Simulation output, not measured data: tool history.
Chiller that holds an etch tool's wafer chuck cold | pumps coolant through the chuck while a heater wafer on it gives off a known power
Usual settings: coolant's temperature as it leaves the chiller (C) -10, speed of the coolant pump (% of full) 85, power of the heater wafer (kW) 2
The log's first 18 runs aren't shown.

run    hour  coolant's temperature as it leaves the chiller (C)  speed of the coolant pump (% of full)  power of the heater wafer (kW)  chuck's temperature once it has settled (C)  how much warmer the coolant comes back (C)
 19  2476.2                                                 -10                                     75                           1.162                                         -1.3                                        3.56
 20  2555.2                                                 -10                                     75                           1.162                                         -1.4                                        3.49
 21  2643.3                                                 -11                                     94                             2.5                                          4.4                                        6.03
 22    2758                                                 -11                                     94                             2.5                                          4.8                                        6.12
 23  2953.4                                                 -11                                     72                             2.5                                          8.2                                        7.88
 24  3065.5                                                 -11                                     66                            1.15                                         -1.5                                        4.01
 25  3259.2                                                 -11                                     66                            1.15                                         -1.5                                        4.04
 26  3442.1                                                 -18                                     85                               1                                        -11.1                                        2.73

The next listed run, before its measurement:
 27  3524.6                                                 -19                                     85                           1.086                                            ?                                           ?

chuck's temperature once it has settled (C): -11.4
how much warmer the coolant comes back (C): 2.97
Without the tool's hidden state the same run would have given chuck's temperature once it has settled (C) -12.2, how much warmer the coolant comes back (C) 2.74.
